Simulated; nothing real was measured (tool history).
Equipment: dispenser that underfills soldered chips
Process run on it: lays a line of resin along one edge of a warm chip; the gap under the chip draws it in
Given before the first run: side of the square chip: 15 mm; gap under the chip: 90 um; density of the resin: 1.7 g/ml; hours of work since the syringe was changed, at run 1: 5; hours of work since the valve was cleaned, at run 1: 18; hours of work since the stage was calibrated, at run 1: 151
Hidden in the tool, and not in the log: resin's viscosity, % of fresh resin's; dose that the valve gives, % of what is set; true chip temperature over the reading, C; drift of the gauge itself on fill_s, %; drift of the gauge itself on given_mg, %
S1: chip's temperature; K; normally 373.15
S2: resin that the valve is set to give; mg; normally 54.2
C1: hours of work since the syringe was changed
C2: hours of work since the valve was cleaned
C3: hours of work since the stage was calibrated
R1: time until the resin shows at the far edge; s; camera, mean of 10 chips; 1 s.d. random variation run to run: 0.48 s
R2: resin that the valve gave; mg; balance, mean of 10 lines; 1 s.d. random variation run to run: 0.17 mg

run   hour      S1    S2  C1  C2   C3    R1     R2
  1      0  373.15  54.2   5  18  151  53.2  53.68
       2.1  -- new syringe of resin
  2    8.6  367.15  54.2   5  24  158  64.3  52.67
      10.9  -- new syringe of resin
  3   14.1  380.15  54.2   3  28  162  38.2  52.87
      19.7  -- new syringe of resin
  4   22.6  380.15  54.2   2  35  168  38.2  52.67
        28  -- new syringe of resin
  5     29  380.15  54.2   1  40  173  33.6  52.05
  6   35.1  380.15  54.2   6  45  178  45.9  52.02
      36.4  -- new syringe of resin
  7   43.9  380.15  54.2   6  51  185  46.3   51.8
      45.2  -- new syringe of resin
  8     49  380.15  54.2   3  55  189  41.1   51.8
      53.7  -- new syringe of resin
  9   54.5  380.15  54.2   1  59  193  33.5  51.15
 10   60.3  380.15  54.2   5  64  197  45.3  51.01
      62.2  -- new syringe of resin
 11   66.8  380.15  54.2   4  69  202  40.5  50.92
        69  -- dispensing valve cleaned and set on the balance
      71.8  -- new syringe of resin
 12   76.3  380.15  54.2   4   6  209  39.7  53.96
      80.1  -- new syringe of resin
 13   83.2  380.15  54.2   2  11  214  37.4  53.48
 14   87.1  360.15  49.6   6  14  217  83.3  48.99
      88.9  -- new syringe of resin
 15   94.5  384.15  56.4   4  20  223  37.3  55.23
      97.3  -- new syringe of resin
 16   99.1  375.15  52.6   1  23  226  39.3  51.52
 17  105.2  375.15  52.6   6  28  231  55.9     51
     106.1  -- new syringe of resin
 18  112.5  375.15  52.6   5  33  237  51.8  50.72
     114.4  -- new syringe of resin
 19  118.6  374.15  54.1   3  38  241  48.5  52.25
     123.3  -- new syringe of resin
 20  124.7  374.15  54.1   1  43  246  41.1   52.1
     131.8  -- new syringe of resin
 21  131.8  374.15  54.1   0  48  251    38  51.49
 22  138.4  375.15  54.1   5  53  257  51.7  51.38
     140.2  -- new syringe of resin
 23  144.1  368.15  68.4   3  58  261  55.4  64.73

Predict each of these 4 candidate next runs independently; none follows another, all start after run 23:
     148.9  -- new syringe of resin
  A  148.9  378.15  48.2   0  61  264   ?   ?
     148.9  -- new syringe of resin
  B  148.9  367.15  59.8   0  61  264   ?   ?
     148.9  -- new syringe of resin
  C  148.9  368.15  64.7   0  61  264   ?   ?
     148.9  -- new syringe of resin
  D  148.9  373.15  54.2   0  61  264   ?   ?

run    R1     R2
  A  35.7  45.36
  B  47.1  56.25
  C  45.5  61.02
  D  39.9  51.12
With the hidden condition removed and each run's random variation left untouched, the same runs would have given:
run    R1     R2
  A    33  48.11
  B  43.9  59.66
  C  42.5  64.72
  D    37  54.22
